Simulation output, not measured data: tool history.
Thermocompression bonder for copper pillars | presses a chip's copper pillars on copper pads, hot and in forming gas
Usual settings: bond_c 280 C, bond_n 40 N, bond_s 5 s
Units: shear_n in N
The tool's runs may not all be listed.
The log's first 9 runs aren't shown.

run,hour,bond_c,bond_n,bond_s,hours of work since the heater was calibrated,hours of work since the force cell was calibrated,hours of work since the gas filter was changed,shear_n
10,215.1,294,40,5,385,312,13,70.1
11,234.0,294,40,7,393,321,22,75.2
12,264.7,294,40,7,407,335,36,75.9
13,283.9,285,40,7,416,344,45,70.5
14,303.5,280,31,5,425,353,54,49.3
15,330.8,280,47,5,438,365,66,70.5
16,365.0,280,40,5,453,381,82,62.2
17,404.3,280,40,5,471,399,100,62.6
18,439.6,280,40,5,487,415,116,62.0
19,462.4,280,40,5,498,425,126,62.7

Run 20 comes next. What will it give?
20,499.5,280,40,5,515,442,143,?

Run 20 gave shear_n 61.0 N.
Without the tool's hidden state the same run would have given shear_n 61.0 N.
